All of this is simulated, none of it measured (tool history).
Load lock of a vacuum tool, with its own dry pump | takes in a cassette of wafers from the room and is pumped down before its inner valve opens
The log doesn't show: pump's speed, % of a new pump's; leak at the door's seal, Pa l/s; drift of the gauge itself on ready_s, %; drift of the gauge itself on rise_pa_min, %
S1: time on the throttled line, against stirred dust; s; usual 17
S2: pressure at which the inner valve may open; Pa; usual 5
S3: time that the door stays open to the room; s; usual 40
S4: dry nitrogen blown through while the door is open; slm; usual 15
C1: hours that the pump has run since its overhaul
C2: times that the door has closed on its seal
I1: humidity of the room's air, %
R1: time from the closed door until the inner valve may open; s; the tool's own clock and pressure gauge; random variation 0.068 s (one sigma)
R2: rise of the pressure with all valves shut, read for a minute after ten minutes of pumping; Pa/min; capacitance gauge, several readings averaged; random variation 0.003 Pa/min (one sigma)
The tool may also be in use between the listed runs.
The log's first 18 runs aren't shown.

Run 19, hour 5610.1: usual settings; C1 21605; C2 23783; I1 46.3. Result: R1 25.75 s, R2 0.035 Pa/min.
At hour 5750.1: dry pump taken out, an overhauled one fitted.
Run 20, hour 6018.4: usual settings but S1 21 s, S4 10 slm; C1 268; C2 25584; I1 45.2. Result: R1 29.36 s, R2 0.046 Pa/min.
Run 21, hour 6421.1: usual settings but S1 21 s, S2 9 Pa, S3 38 s, S4 10 slm; C1 671; C2 27387; I1 43.8. Result: R1 28.63 s, R2 0.04 Pa/min.
Run 22, hour 6715.7: usual settings but S1 21 s, S2 9 Pa, S3 38 s, S4 10 slm; C1 966; C2 28705; I1 43.7. Result: R1 28.65 s, R2 0.038 Pa/min.
Run 23, hour 6943.7: usual settings but S1 21 s, S2 9 Pa, S3 38 s, S4 10 slm; C1 1194; C2 29726; I1 44.2. Result: R1 28.62 s, R2 0.04 Pa/min.
Run 24, hour 7299.9: usual settings but S1 21 s, S2 6 Pa, S3 170 s, S4 10 slm; C1 1550; C2 31320; I1 44.2. Result: R1 28.95 s, R2 0.074 Pa/min.
Run 25, hour 7489.9: usual settings but S1 24 s, S3 130 s, S4 12 slm; C1 1740; C2 32171; I1 42.2. Result: R1 32 s, R2 0.059 Pa/min.
Run 26, hour 7752.8: usual settings but S1 24 s, S2 8 Pa, S3 130 s, S4 7 slm; C1 2003; C2 33347; I1 50.4. Result: R1 31.52 s, R2 0.078 Pa/min.
Run 27, hour 8197.5: usual settings but S1 16 s, S3 68 s; C1 2447; C2 35338; I1 41.7. Result: R1 24.67 s, R2 0.046 Pa/min.
Run 28, hour 8402.3: usual settings but S1 25 s, S2 8 Pa, S3 74 s, S4 17 slm; C1 2652; C2 36255; I1 45.3. Result: R1 32.18 s, R2 0.048 Pa/min.
Run 29, hour 8846.3: usual settings but S2 10 Pa, S3 43 s; C1 3096; C2 38242; I1 45.4. Result: R1 24.93 s, R2 0.042 Pa/min.
Run 30, hour 9074.9: usual settings but S2 10 Pa, S3 43 s; C1 3325; C2 39266; I1 46.3. Result: R1 24.95 s, R2 0.04 Pa/min.
Run 31, hour 9366.2: usual settings but S1 22 s; C1 3616; C2 40569; I1 48.3. Result: R1 30.12 s, R2 0.039 Pa/min.
Run 32, hour 9738.8: usual settings but S1 22 s; C1 3989; C2 42237; I1 44. Result: R1 30.2 s, R2 0.035 Pa/min.
Run 33, hour 10170.1: usual settings but S1 22 s, S2 8 Pa; C1 4420; C2 44168; I1 45.3. Result: R1 29.57 s, R2 0.04 Pa/min.
At hour 10202.5: door's seal changed, seat wiped.
Run 34, hour 10532.2: usual settings but S1 22 s, S2 4 Pa, S3 237 s, S4 29 slm; C1 4781; C2 1476; I1 45.6. Result: R1 30.29 s, R2 0.063 Pa/min.
Run 35, hour 10913.5: usual settings but S2 7 Pa, S4 13 slm; C1 5162; C2 3183; I1 41.5. Result: R1 25.36 s, R2 0.034 Pa/min.
Run 36, hour 11300.1: usual settings but S2 7 Pa, S4 13 slm; C1 5549; C2 4913; I1 42.4. Result: R1 25.29 s, R2 0.042 Pa/min.
Run 37, hour 11601.6: usual settings but S2 7 Pa, S4 34 slm; C1 5850; C2 6263; I1 45. Result: R1 25.24 s, R2 0.024 Pa/min.

4 ways to go on from here, each from the tool as it stands after run 37. What would each give?
Run A, hour 12050.6: usual settings but S2 6 Pa, S3 43 s, S4 34 slm; C1 6299; C2 8272; I1 43.5. Result: R1 ?, R2 ?.
Run B, hour 12050.6: usual settings but S2 6 Pa, S3 156 s, S4 34 slm; C1 6299; C2 8272; I1 46.7. Result: R1 ?, R2 ?.
Run C, hour 12050.6: usual settings but S2 7 Pa, S3 49 s, S4 4 slm; C1 6299; C2 8272; I1 43.2. Result: R1 ?, R2 ?.
Run D, hour 12050.6: usual settings but S2 6 Pa, S4 7 slm; C1 6299; C2 8272; I1 47.7. Result: R1 ?, R2 ?.

run     R1     R2
  A  25.46  0.025
  B  25.49  0.051
  C  25.32  0.049
  D  25.51  0.044
Without the tool's hidden state the same runs would have given:
run     R1     R2
  A  25.46  0.025
  B  25.49  0.051
  C  25.32  0.048
  D   25.5  0.044
